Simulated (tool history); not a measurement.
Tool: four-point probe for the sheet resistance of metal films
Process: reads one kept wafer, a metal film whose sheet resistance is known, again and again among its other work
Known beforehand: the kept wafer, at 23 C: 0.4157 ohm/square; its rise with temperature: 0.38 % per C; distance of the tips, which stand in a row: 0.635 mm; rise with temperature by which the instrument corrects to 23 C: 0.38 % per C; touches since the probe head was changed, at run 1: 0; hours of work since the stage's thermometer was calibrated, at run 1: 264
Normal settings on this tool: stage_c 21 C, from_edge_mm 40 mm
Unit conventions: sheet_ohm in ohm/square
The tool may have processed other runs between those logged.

| run | hour | stage_c | from_edge_mm | touches since the probe head was changed | hours of work since the stage's thermometer was calibrated | sheet_ohm |
|---|---|---|---|---|---|---|
| 1 | 0.0 | 21 | 40 | 0 | 264 | 0.416386 |
| 2 | 60.7 | 21 | 21 | 3030 | 310 | 0.416746 |
| 3 | 101.4 | 21 | 21 | 5060 | 342 | 0.416718 |
| 4 | 153.5 | 21 | 40 | 7659 | 381 | 0.416561 |
| 5 | 221.6 | 21 | 56 | 11057 | 433 | 0.416771 |
| 6 | 269.4 | 21 | 56 | 13447 | 470 | 0.416689 |
| 7 | 324.1 | 21 | 56 | 16175 | 512 | 0.416924 |
| 8 | 356.3 | 29 | 70 | 17780 | 536 | 0.416754 |
| 9 | 418.3 | 34 | 21 | 20876 | 584 | 0.416901 |
| 10 | 454.5 | 29 | 5 | 22683 | 611 | 0.420233 |
| 11 | 519.4 | 29 | 5 | 25919 | 661 | 0.420474 |
| 12 | 565.5 | 29 | 9 | 28220 | 696 | 0.417943 |

Results for each run, recomputed without the tool's hidden state and with each run's random variation untouched:
The hidden state here: inner tips' distance over the nominal, %; tips' flats over new ones', %; wafer's true temperature over the reading, C; drift of the gauge itself on sheet_ohm, %.
| run | sheet_ohm |
|---|---|
| 1 | 0.415802 |
| 2 | 0.416071 |
| 3 | 0.415991 |
| 4 | 0.415764 |
| 5 | 0.415885 |
| 6 | 0.415732 |
| 7 | 0.415902 |
| 8 | 0.415680 |
| 9 | 0.415728 |
| 10 | 0.419007 |
| 11 | 0.419158 |
| 12 | 0.416575 |

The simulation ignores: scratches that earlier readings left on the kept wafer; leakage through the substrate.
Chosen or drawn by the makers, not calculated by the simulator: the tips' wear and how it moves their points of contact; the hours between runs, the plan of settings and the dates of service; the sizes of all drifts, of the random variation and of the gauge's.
